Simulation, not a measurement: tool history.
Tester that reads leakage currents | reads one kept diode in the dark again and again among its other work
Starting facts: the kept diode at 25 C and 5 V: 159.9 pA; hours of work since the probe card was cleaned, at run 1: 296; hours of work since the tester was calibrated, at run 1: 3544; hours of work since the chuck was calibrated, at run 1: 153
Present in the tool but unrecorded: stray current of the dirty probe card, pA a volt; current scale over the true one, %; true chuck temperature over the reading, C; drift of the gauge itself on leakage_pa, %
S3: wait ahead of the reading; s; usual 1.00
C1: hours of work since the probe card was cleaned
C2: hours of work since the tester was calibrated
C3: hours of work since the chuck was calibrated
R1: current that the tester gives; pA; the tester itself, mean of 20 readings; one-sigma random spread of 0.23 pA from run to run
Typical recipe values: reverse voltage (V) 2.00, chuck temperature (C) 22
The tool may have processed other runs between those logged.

run 1 day=0.000 | reverse_voltage_(V)=2.00 chuck_temperature_(C)=22 S3=1.00 | C1=296 C2=3544 C3=153 | R1=74.56
run 2 day=4.879 | reverse_voltage_(V)=2.00 chuck_temperature_(C)=22 S3=1.00 | C1=385 C2=3633 C3=241 | R1=74.94
run 3 day=9.100 | reverse_voltage_(V)=2.00 chuck_temperature_(C)=22 S3=1.00 | C1=462 C2=3710 C3=318 | R1=74.53
run 4 day=11.358 | reverse_voltage_(V)=11.25 chuck_temperature_(C)=22 S3=1.00 | C1=503 C2=3751 C3=359 | R1=208.23
run 5 day=14.388 | reverse_voltage_(V)=11.25 chuck_temperature_(C)=22 S3=1.00 | C1=558 C2=3806 C3=415 | R1=207.95
run 6 day=16.950 | reverse_voltage_(V)=11.25 chuck_temperature_(C)=22 S3=1.00 | C1=605 C2=3853 C3=461 | R1=207.90
-- day=20.908 tester calibrated
run 7 day=21.242 | reverse_voltage_(V)=11.25 chuck_temperature_(C)=22 S3=1.00 | C1=682 C2=6 C3=538 | R1=208.02
run 8 day=24.900 | reverse_voltage_(V)=7.13 chuck_temperature_(C)=30 S3=1.00 | C1=748 C2=73 C3=605 | R1=286.89
run 9 day=28.633 | reverse_voltage_(V)=1.11 chuck_temperature_(C)=24 S3=4.21 | C1=816 C2=141 C3=673 | R1=61.13
run 10 day=32.979 | reverse_voltage_(V)=2.00 chuck_temperature_(C)=24 S3=0.43 | C1=895 C2=220 C3=752 | R1=87.35

Branching from run 10: 4 alternative next runs. What would each branch give?
-- day=33.517 chuck's temperature calibrated
run A day=36.575 | reverse_voltage_(V)=2.00 chuck_temperature_(C)=24 S3=0.95 | C1=959 C2=284 C3=56 | R1=?
-- day=33.517 chuck's temperature calibrated
run B day=36.575 | reverse_voltage_(V)=1.96 chuck_temperature_(C)=26 S3=0.50 | C1=959 C2=284 C3=56 | R1=?
-- day=33.517 chuck's temperature calibrated
run C day=36.575 | reverse_voltage_(V)=2.00 chuck_temperature_(C)=24 S3=3.38 | C1=959 C2=284 C3=56 | R1=?
-- day=33.517 chuck's temperature calibrated
run D day=36.575 | reverse_voltage_(V)=5.09 chuck_temperature_(C)=58 S3=0.98 | C1=959 C2=284 C3=56 | R1=?

run=A R1=87.23
run=B R1=100.53
run=C R1=87.24
run=D R1=1499.22
Stripped of hidden state, with their random variation kept, the same runs would have yielded:
run=A R1=87.22
run=B R1=100.52
run=C R1=87.22
run=D R1=1499.42

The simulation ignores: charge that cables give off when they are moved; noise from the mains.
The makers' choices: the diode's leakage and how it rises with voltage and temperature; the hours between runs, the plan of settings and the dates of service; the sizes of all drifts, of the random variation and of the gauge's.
